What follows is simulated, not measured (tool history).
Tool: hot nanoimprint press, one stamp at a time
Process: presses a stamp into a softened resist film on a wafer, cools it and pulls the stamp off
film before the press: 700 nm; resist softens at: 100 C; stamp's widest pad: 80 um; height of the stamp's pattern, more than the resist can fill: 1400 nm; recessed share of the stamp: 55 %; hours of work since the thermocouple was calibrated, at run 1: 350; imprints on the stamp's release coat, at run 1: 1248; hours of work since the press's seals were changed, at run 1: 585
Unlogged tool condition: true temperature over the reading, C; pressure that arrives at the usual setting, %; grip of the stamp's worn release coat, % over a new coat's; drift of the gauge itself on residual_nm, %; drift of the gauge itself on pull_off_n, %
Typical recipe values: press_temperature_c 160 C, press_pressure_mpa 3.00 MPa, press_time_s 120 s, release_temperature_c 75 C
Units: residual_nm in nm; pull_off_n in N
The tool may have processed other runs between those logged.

| run | hour | press_temperature_c | press_pressure_mpa | press_time_s | release_temperature_c | hours of work since the thermocouple was calibrated | imprints on the stamp's release coat | hours of work since the press's seals were changed | residual_nm | pull_off_n |
|---|---|---|---|---|---|---|---|---|---|---|
| 1 | 0.0 | 160 | 3.00 | 120 | 75 | 350 | 1248 | 585 | 414.3 | 179 |
| 2 | 23.9 | 160 | 3.00 | 120 | 75 | 362 | 1315 | 597 | 413.7 | 179 |
| 3 | 40.7 | 160 | 3.00 | 120 | 75 | 370 | 1362 | 605 | 412.9 | 179 |
|  | 65.8 | stamp cleaned and given a new release coat |
| 4 | 65.8 | 160 | 3.00 | 120 | 75 | 380 | 0 | 615 | 414.5 | 160 |
| 5 | 105.5 | 160 | 3.00 | 120 | 75 | 400 | 111 | 635 | 410.7 | 164 |
| 6 | 137.6 | 160 | 3.00 | 120 | 75 | 416 | 201 | 651 | 411.8 | 166 |
| 7 | 168.9 | 159 | 3.00 | 120 | 75 | 432 | 288 | 667 | 425.0 | 165 |
| 8 | 185.0 | 159 | 3.00 | 120 | 75 | 440 | 333 | 675 | 429.9 | 170 |
| 9 | 222.9 | 159 | 3.00 | 120 | 75 | 459 | 439 | 695 | 426.9 | 171 |
| 10 | 244.8 | 159 | 3.00 | 120 | 75 | 470 | 500 | 706 | 426.8 | 170 |
|  | 257.8 | plate thermocouple calibrated |
| 11 | 276.3 | 160 | 3.00 | 120 | 63 | 9 | 580 | 720 | 398.0 | 224 |
| 12 | 309.7 | 160 | 3.00 | 120 | 63 | 26 | 673 | 737 | 397.2 | 229 |
| 13 | 333.0 | 154 | 3.00 | 120 | 75 | 38 | 738 | 749 | 480.1 | 169 |
| 14 | 349.9 | 154 | 3.00 | 156 | 75 | 47 | 785 | 757 | 447.4 | 169 |
| 15 | 369.8 | 158 | 3.32 | 153 | 63 | 57 | 841 | 767 | 378.7 | 238 |
| 16 | 389.2 | 160 | 3.13 | 99 | 75 | 66 | 895 | 777 | 413.9 | 173 |
| 17 | 410.8 | 160 | 3.13 | 99 | 75 | 77 | 956 | 788 | 419.1 | 171 |
| 18 | 444.4 | 157 | 3.00 | 120 | 75 | 94 | 1049 | 805 | 439.0 | 171 |
| 19 | 474.1 | 157 | 3.00 | 120 | 75 | 109 | 1132 | 820 | 444.1 | 174 |
| 20 | 500.6 | 160 | 3.01 | 119 | 76 | 123 | 1207 | 834 | 404.7 | 170 |
| 21 | 519.2 | 164 | 1.81 | 79 | 75 | 132 | 1258 | 843 | 500.3 | 176 |
| 22 | 554.4 | 164 | 1.81 | 79 | 75 | 150 | 1357 | 861 | 500.6 | 175 |
|  | 580.7 | stamp cleaned and given a new release coat |
| 23 | 586.5 | 164 | 1.81 | 79 | 75 | 163 | 17 | 874 | 508.2 | 162 |
| 24 | 624.2 | 160 | 3.85 | 181 | 75 | 182 | 122 | 893 | 319.6 | 162 |
| 25 | 640.3 | 152 | 3.16 | 159 | 75 | 190 | 167 | 901 | 466.1 | 165 |
| 26 | 672.3 | 171 | 3.16 | 159 | 75 | 207 | 256 | 917 | 265.1 | 171 |
| 27 | 711.7 | 166 | 3.00 | 120 | 80 | 227 | 366 | 937 | 343.1 | 140 |

Branching from run 27: 3 alternative next runs. What would each branch give?
| A | 734.0 | 170 | 3.00 | 120 | 75 | 238 | 429 | 949 | ? | ? |
| B | 734.0 | 171 | 3.00 | 147 | 79 | 238 | 429 | 949 | ? | ? |
| C | 734.0 | 151 | 1.85 | 120 | 70 | 238 | 429 | 949 | ? | ? |

| run | residual_nm | pull_off_n |
|---|---|---|
| A | 310.1 | 173 |
| B | 277.3 | 150 |
| C | 599.2 | 193 |
Stripped of hidden state, with their random variation kept, the same runs would have yielded:
| run | residual_nm | pull_off_n |
|---|---|---|
| A | 295.2 | 163 |
| B | 263.8 | 141 |
| C | 587.0 | 184 |

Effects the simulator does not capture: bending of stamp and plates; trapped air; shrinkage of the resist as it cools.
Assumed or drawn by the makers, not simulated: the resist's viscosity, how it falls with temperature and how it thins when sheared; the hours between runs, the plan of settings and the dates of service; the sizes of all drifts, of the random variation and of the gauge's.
